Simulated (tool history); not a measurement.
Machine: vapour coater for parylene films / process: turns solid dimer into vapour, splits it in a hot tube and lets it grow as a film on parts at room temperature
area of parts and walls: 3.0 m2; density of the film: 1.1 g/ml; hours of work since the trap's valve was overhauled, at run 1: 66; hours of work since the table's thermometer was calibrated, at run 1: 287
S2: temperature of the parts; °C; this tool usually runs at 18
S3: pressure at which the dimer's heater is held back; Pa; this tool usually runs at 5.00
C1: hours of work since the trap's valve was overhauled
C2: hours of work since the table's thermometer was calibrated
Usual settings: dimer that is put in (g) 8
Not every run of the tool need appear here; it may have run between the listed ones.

Run 1, hour 0.0: usual settings; C1 66; C2 287. Result: thickness of the film (um) 1.85.
Run 2, hour 13.6: usual settings; C1 75; C2 296. Result: thickness of the film (um) 1.83.
Run 3, hour 32.1: usual settings but dimer that is put in (g) 10; C1 87; C2 308. Result: thickness of the film (um) 2.27.
Run 4, hour 52.7: usual settings but dimer that is put in (g) 10; C1 100; C2 321. Result: thickness of the film (um) 2.27.
Run 5, hour 78.5: usual settings but dimer that is put in (g) 10; C1 116; C2 337. Result: thickness of the film (um) 2.29.
Run 6, hour 98.1: usual settings but dimer that is put in (g) 7; C1 129; C2 349. Result: thickness of the film (um) 1.58.
Run 7, hour 111.6: usual settings but S2 11 °C; C1 137; C2 358. Result: thickness of the film (um) 2.37.
Run 8, hour 140.4: usual settings but S3 4.62 Pa; C1 156; C2 376. Result: thickness of the film (um) 1.85.
Run 9, hour 167.7: usual settings but S3 4.62 Pa; C1 173; C2 394. Result: thickness of the film (um) 1.85.
Run 10, hour 184.3: usual settings but S3 4.62 Pa; C1 184; C2 404. Result: thickness of the film (um) 1.83.
Run 11, hour 199.8: usual settings but S3 4.62 Pa; C1 193; C2 414. Result: thickness of the film (um) 1.84.
Run 12, hour 221.8: usual settings but S3 4.62 Pa; C1 207; C2 428. Result: thickness of the film (um) 1.83.
Run 13, hour 250.2: usual settings but dimer that is put in (g) 4, S2 13 °C; C1 226; C2 446. Result: thickness of the film (um) 1.15.
Run 14, hour 274.2: usual settings but dimer that is put in (g) 5; C1 241; C2 461. Result: thickness of the film (um) 1.15.
Run 15, hour 289.9: usual settings but dimer that is put in (g) 5, S2 21 °C, S3 3.24 Pa; C1 251; C2 471. Result: thickness of the film (um) 1.07.

3 options for the next run, each taken on its own from the tool as it stands now. Forecast them:
Run A, hour 303.4: usual settings but dimer that is put in (g) 4, S2 15 °C, S3 6.15 Pa; C1 259; C2 480. Result: thickness of the film (um) ?.
Run B, hour 303.4: usual settings but S2 13 °C; C1 259; C2 480. Result: thickness of the film (um) ?.
Run C, hour 303.4: usual settings but S2 13 °C, S3 5.79 Pa; C1 259; C2 480. Result: thickness of the film (um) ?.

run  thickness of the film (um)
  A                        1.01
  B                        2.27
  C                        2.25
Without the tool's hidden state the same runs would have given:
run  thickness of the film (um)
  A                        1.01
  B                        2.28
  C                        2.25
